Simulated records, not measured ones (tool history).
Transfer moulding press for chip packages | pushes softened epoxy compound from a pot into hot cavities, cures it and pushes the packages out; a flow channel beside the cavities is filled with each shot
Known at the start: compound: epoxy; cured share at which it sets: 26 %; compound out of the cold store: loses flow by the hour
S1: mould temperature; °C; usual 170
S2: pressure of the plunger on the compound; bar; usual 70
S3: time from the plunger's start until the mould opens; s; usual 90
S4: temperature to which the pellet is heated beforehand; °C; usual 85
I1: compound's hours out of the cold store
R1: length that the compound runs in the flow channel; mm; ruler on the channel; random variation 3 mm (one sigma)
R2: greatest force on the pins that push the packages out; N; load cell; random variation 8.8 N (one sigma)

run   hour   S1    S2   S3  S4    I1    R1   R2
  1      0  170    70   90  85  34.5   919  394
  2   37.7  170  77.9   90  85  32.7   975  383
      61.6  -- cavities cleaned with cleaning compound and waxed
  3   62.3  170    70   90  85  39.1   897  393
      69.9  -- plunger's sealing rings changed
  4  100.5  170    70   90  95  39.5   896  378
  5  122.4  170    70  128  85  12.4   998  262
     132.2  -- mould's thermocouples calibrated
  6  159.6  170    70  128  85   9.1  1013  249
     176.4  -- cavities cleaned with cleaning compound and waxed
  7  194.4  170    70  128  85    34   915  261
  8  224.2  170    70   90  85  40.7   891  361
  9  253.9  170    70   90  85  15.7   982  417
 10  276.2  170    70   90  85  28.7   943  390
     284.9  -- cavities cleaned with cleaning compound and waxed
 11  313.7  170    70   90  85  30.2   931  386
 12  346.8  170    70   90  85  27.2   946  408
 13  371.4  170    70   86  85  22.3   954  439
     392.3  -- cavities cleaned with cleaning compound and waxed
 14  399.3  170    70   86  80  33.6   920  409
 15  425.3  170    70   90  89  29.7   927  380
 16  461.4  170  54.2   90  75  22.2   845  397
     481.5  -- plunger's sealing rings changed
 17  491.1  170  54.2   90  75  47.7   767  403
     502.7  -- cavities cleaned with cleaning compound and waxed
 18  513.3  169  65.6   99  75  30.2   903  350

Forecast run 19:
 19  530.7  172  70  87  78  12.2   ?   ?

{"run 19": {"R1": 996, "R2": 370}}
Without the tool's hidden state the same run would have given R1 996 mm, R2 367 N.
